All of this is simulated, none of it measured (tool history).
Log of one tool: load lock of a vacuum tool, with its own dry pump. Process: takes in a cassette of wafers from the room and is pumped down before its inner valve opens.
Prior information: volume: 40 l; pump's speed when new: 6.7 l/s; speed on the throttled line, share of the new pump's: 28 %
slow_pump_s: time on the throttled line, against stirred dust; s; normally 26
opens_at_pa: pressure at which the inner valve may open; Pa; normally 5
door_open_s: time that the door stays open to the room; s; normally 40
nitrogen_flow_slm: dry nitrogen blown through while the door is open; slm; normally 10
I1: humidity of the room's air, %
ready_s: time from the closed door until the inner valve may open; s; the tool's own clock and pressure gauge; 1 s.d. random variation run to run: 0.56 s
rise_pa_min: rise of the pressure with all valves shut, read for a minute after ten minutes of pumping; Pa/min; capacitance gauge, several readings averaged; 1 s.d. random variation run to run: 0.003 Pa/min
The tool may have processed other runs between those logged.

{"run": 1, "day": 0.0, "slow_pump_s": 26, "opens_at_pa": 5, "door_open_s": 40, "nitrogen_flow_slm": 10, "I1": 47.8, "ready_s": 78.9, "rise_pa_min": 0.051}
{"run": 2, "day": 9.821, "slow_pump_s": 26, "opens_at_pa": 5, "door_open_s": 40, "nitrogen_flow_slm": 10, "I1": 41.1, "ready_s": 79.3, "rise_pa_min": 0.048}
{"run": 3, "day": 16.4, "slow_pump_s": 26, "opens_at_pa": 5, "door_open_s": 40, "nitrogen_flow_slm": 10, "I1": 39.6, "ready_s": 79.6, "rise_pa_min": 0.04}
{"run": 4, "day": 28.725, "slow_pump_s": 26, "opens_at_pa": 5, "door_open_s": 40, "nitrogen_flow_slm": 10, "I1": 45.8, "ready_s": 78.7, "rise_pa_min": 0.052}
{"run": 5, "day": 37.521, "slow_pump_s": 26, "opens_at_pa": 5, "door_open_s": 40, "nitrogen_flow_slm": 10, "I1": 44.3, "ready_s": 79.8, "rise_pa_min": 0.055}
{"run": 6, "day": 48.438, "slow_pump_s": 26, "opens_at_pa": 5, "door_open_s": 40, "nitrogen_flow_slm": 10, "I1": 44.3, "ready_s": 79.8, "rise_pa_min": 0.046}
{"run": 7, "day": 58.329, "slow_pump_s": 26, "opens_at_pa": 5, "door_open_s": 40, "nitrogen_flow_slm": 10, "I1": 49.9, "ready_s": 78.5, "rise_pa_min": 0.058}
{"run": 8, "day": 69.696, "slow_pump_s": 26, "opens_at_pa": 5, "door_open_s": 40, "nitrogen_flow_slm": 10, "I1": 46, "ready_s": 79.8, "rise_pa_min": 0.051}
{"run": 9, "day": 81.379, "slow_pump_s": 26, "opens_at_pa": 5, "door_open_s": 40, "nitrogen_flow_slm": 10, "I1": 42.8, "ready_s": 79.7, "rise_pa_min": 0.05}
{"run": 10, "day": 93.279, "slow_pump_s": 26, "opens_at_pa": 5, "door_open_s": 40, "nitrogen_flow_slm": 10, "I1": 46, "ready_s": 79, "rise_pa_min": 0.057}
{"run": 11, "day": 104.196, "slow_pump_s": 13, "opens_at_pa": 5, "door_open_s": 40, "nitrogen_flow_slm": 10, "I1": 45.6, "ready_s": 70.5, "rise_pa_min": 0.052}
{"run": 12, "day": 112.6, "slow_pump_s": 26, "opens_at_pa": 7, "door_open_s": 40, "nitrogen_flow_slm": 10, "I1": 40.5, "ready_s": 77.2, "rise_pa_min": 0.045}
{"run": 13, "day": 123.542, "slow_pump_s": 26, "opens_at_pa": 7, "door_open_s": 40, "nitrogen_flow_slm": 10, "I1": 45.5, "ready_s": 76.8, "rise_pa_min": 0.052}
{"run": 14, "day": 134.812, "slow_pump_s": 26, "opens_at_pa": 5, "door_open_s": 40, "nitrogen_flow_slm": 10, "I1": 46.9, "ready_s": 79.9, "rise_pa_min": 0.055}
{"run": 15, "day": 143.967, "slow_pump_s": 26, "opens_at_pa": 5, "door_open_s": 40, "nitrogen_flow_slm": 10, "I1": 44.2, "ready_s": 79.5, "rise_pa_min": 0.048}
{"run": 16, "day": 152.925, "slow_pump_s": 26, "opens_at_pa": 5, "door_open_s": 40, "nitrogen_flow_slm": 10, "I1": 47.5, "ready_s": 79.2, "rise_pa_min": 0.055}
{"run": 17, "day": 160.125, "slow_pump_s": 26, "opens_at_pa": 5, "door_open_s": 61, "nitrogen_flow_slm": 10, "I1": 47.5, "ready_s": 79.3, "rise_pa_min": 0.065}
{"run": 18, "day": 168.812, "slow_pump_s": 26, "opens_at_pa": 5, "door_open_s": 61, "nitrogen_flow_slm": 10, "I1": 46.2, "ready_s": 78.3, "rise_pa_min": 0.057}
{"run": 19, "day": 177.358, "slow_pump_s": 22, "opens_at_pa": 8, "door_open_s": 66, "nitrogen_flow_slm": 8, "I1": 39.2, "ready_s": 73.7, "rise_pa_min": 0.058}
{"run": 20, "day": 190.054, "slow_pump_s": 22, "opens_at_pa": 7, "door_open_s": 66, "nitrogen_flow_slm": 8, "I1": 46.1, "ready_s": 73.5, "rise_pa_min": 0.071}
{"run": 21, "day": 200.133, "slow_pump_s": 39, "opens_at_pa": 6, "door_open_s": 40, "nitrogen_flow_slm": 10, "I1": 43.9, "ready_s": 86.7, "rise_pa_min": 0.051}
{"run": 22, "day": 212.175, "slow_pump_s": 31, "opens_at_pa": 5, "door_open_s": 183, "nitrogen_flow_slm": 10, "I1": 48.5, "ready_s": 83.2, "rise_pa_min": 0.095}
{"run": 23, "day": 219.667, "slow_pump_s": 31, "opens_at_pa": 5, "door_open_s": 183, "nitrogen_flow_slm": 10, "I1": 44.9, "ready_s": 82.5, "rise_pa_min": 0.091}
{"run": 24, "day": 227.15, "slow_pump_s": 26, "opens_at_pa": 6, "door_open_s": 111, "nitrogen_flow_slm": 10, "I1": 46.4, "ready_s": 78, "rise_pa_min": 0.077}
{"run": 25, "day": 238.858, "slow_pump_s": 33, "opens_at_pa": 6, "door_open_s": 111, "nitrogen_flow_slm": 10, "I1": 42.1, "ready_s": 83.1, "rise_pa_min": 0.065}
{"run": 26, "day": 249.425, "slow_pump_s": 33, "opens_at_pa": 6, "door_open_s": 111, "nitrogen_flow_slm": 10, "I1": 45.6, "ready_s": 82.3, "rise_pa_min": 0.076}
{"run": 27, "day": 257.104, "slow_pump_s": 26, "opens_at_pa": 8, "door_open_s": 131, "nitrogen_flow_slm": 10, "I1": 44.2, "ready_s": 77.1, "rise_pa_min": 0.077}
{"run": 28, "day": 265.517, "slow_pump_s": 43, "opens_at_pa": 5, "door_open_s": 31, "nitrogen_flow_slm": 27, "I1": 45.8, "ready_s": 91.9, "rise_pa_min": 0.028}
{"run": 29, "day": 274.592, "slow_pump_s": 26, "opens_at_pa": 5, "door_open_s": 193, "nitrogen_flow_slm": 10, "I1": 47.1, "ready_s": 77.9, "rise_pa_min": 0.094}
{"run": 30, "day": 285.612, "slow_pump_s": 15, "opens_at_pa": 7, "door_open_s": 40, "nitrogen_flow_slm": 30, "I1": 47, "ready_s": 69.1, "rise_pa_min": 0.029}
{"run": 31, "day": 297.85, "slow_pump_s": 31, "opens_at_pa": 6, "door_open_s": 40, "nitrogen_flow_slm": 10, "I1": 43.6, "ready_s": 82, "rise_pa_min": 0.048}
{"run": 32, "day": 307.288, "slow_pump_s": 31, "opens_at_pa": 6, "door_open_s": 40, "nitrogen_flow_slm": 10, "I1": 44.9, "ready_s": 82.9, "rise_pa_min": 0.057}
{"run": 33, "day": 319.108, "slow_pump_s": 15, "opens_at_pa": 5, "door_open_s": 94, "nitrogen_flow_slm": 18, "I1": 41.5, "ready_s": 70.8, "rise_pa_min": 0.053}
{"run": 34, "day": 325.588, "slow_pump_s": 15, "opens_at_pa": 5, "door_open_s": 94, "nitrogen_flow_slm": 18, "I1": 44.5, "ready_s": 72.2, "rise_pa_min": 0.053}
{"run": 35, "day": 336.683, "slow_pump_s": 26, "opens_at_pa": 4, "door_open_s": 40, "nitrogen_flow_slm": 10, "I1": 44.7, "ready_s": 80.8, "rise_pa_min": 0.045}
{"run": 36, "day": 343.792, "slow_pump_s": 35, "opens_at_pa": 7, "door_open_s": 40, "nitrogen_flow_slm": 10, "I1": 44.2, "ready_s": 82.9, "rise_pa_min": 0.06}

The log once held 1 entry between its listed runs, left out of this copy. Where does each go, and what is different about the tool's unlogged condition between the listed run before it and the listed run after it?
In the gap between runs 8 and 9: door's seal changed, seat wiped (day 71.796)
  leak at the door's seal, Pa l/s: 0.0035 -> 0.002
